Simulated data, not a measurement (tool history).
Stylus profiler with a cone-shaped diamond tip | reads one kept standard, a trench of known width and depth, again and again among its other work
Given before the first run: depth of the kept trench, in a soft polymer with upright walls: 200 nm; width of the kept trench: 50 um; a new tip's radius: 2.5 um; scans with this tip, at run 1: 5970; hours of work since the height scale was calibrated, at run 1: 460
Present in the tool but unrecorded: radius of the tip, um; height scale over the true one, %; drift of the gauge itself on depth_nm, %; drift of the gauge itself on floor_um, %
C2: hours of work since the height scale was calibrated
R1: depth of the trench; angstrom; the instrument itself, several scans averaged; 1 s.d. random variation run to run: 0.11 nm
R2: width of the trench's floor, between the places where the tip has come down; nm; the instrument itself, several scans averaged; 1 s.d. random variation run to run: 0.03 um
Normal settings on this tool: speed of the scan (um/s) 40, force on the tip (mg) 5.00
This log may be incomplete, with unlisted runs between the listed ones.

run 1 day=0.000 | speed_of_the_scan_(um/s)=40 force_on_the_tip_(mg)=5.00 | scans_with_this_tip=5970 C2=460 | R1=2022.1 R2=47520
run 2 day=0.750 | speed_of_the_scan_(um/s)=39 force_on_the_tip_(mg)=5.00 | scans_with_this_tip=6154 C2=475 | R1=2021.9 R2=47540
run 3 day=1.583 | speed_of_the_scan_(um/s)=40 force_on_the_tip_(mg)=2.50 | scans_with_this_tip=6360 C2=490 | R1=2010.9 R2=47440
run 4 day=2.292 | speed_of_the_scan_(um/s)=40 force_on_the_tip_(mg)=2.50 | scans_with_this_tip=6535 C2=504 | R1=2009.6 R2=47470
run 5 day=3.225 | speed_of_the_scan_(um/s)=40 force_on_the_tip_(mg)=2.50 | scans_with_this_tip=6764 C2=522 | R1=2012.5 R2=47400
run 6 day=3.825 | speed_of_the_scan_(um/s)=40 force_on_the_tip_(mg)=2.50 | scans_with_this_tip=6913 C2=533 | R1=2009.8 R2=47430
run 7 day=4.275 | speed_of_the_scan_(um/s)=40 force_on_the_tip_(mg)=2.50 | scans_with_this_tip=7023 C2=542 | R1=2012.8 R2=47410
run 8 day=4.962 | speed_of_the_scan_(um/s)=40 force_on_the_tip_(mg)=7.77 | scans_with_this_tip=7193 C2=555 | R1=2030.6 R2=47460
run 9 day=5.583 | speed_of_the_scan_(um/s)=44 force_on_the_tip_(mg)=9.34 | scans_with_this_tip=7346 C2=566 | R1=2035.3 R2=47460
run 10 day=6.321 | speed_of_the_scan_(um/s)=84 force_on_the_tip_(mg)=5.00 | scans_with_this_tip=7528 C2=580 | R1=2022.6 R2=47220
run 11 day=6.917 | speed_of_the_scan_(um/s)=46 force_on_the_tip_(mg)=12.82 | scans_with_this_tip=7675 C2=592 | R1=2043.6 R2=47440
run 12 day=7.779 | speed_of_the_scan_(um/s)=39 force_on_the_tip_(mg)=4.79 | scans_with_this_tip=7887 C2=608 | R1=2020.5 R2=47380
run 13 day=8.592 | speed_of_the_scan_(um/s)=39 force_on_the_tip_(mg)=4.79 | scans_with_this_tip=8087 C2=624 | R1=2017.3 R2=47420

Branching from run 13: 4 alternative next runs. What would each branch give?
run A day=9.242 | speed_of_the_scan_(um/s)=46 force_on_the_tip_(mg)=7.99 | scans_with_this_tip=8247 C2=636 | R1=? R2=?
run B day=9.242 | speed_of_the_scan_(um/s)=94 force_on_the_tip_(mg)=5.45 | scans_with_this_tip=8247 C2=636 | R1=? R2=?
run C day=9.242 | speed_of_the_scan_(um/s)=38 force_on_the_tip_(mg)=4.79 | scans_with_this_tip=8247 C2=636 | R1=? R2=?
run D day=9.242 | speed_of_the_scan_(um/s)=15 force_on_the_tip_(mg)=7.81 | scans_with_this_tip=8247 C2=636 | R1=? R2=?

run=A R1=2031.0 R2=47370
run=B R1=2020.9 R2=47170
run=C R1=2019.6 R2=47450
run=D R1=2029.6 R2=47480
The same runs, with their run-to-run variation unchanged, on a tool lacking any hidden condition would have given:
run=A R1=2036.7 R2=47910
run=B R1=2026.6 R2=47710
run=C R1=2025.4 R2=47990
run=D R1=2035.3 R2=48010

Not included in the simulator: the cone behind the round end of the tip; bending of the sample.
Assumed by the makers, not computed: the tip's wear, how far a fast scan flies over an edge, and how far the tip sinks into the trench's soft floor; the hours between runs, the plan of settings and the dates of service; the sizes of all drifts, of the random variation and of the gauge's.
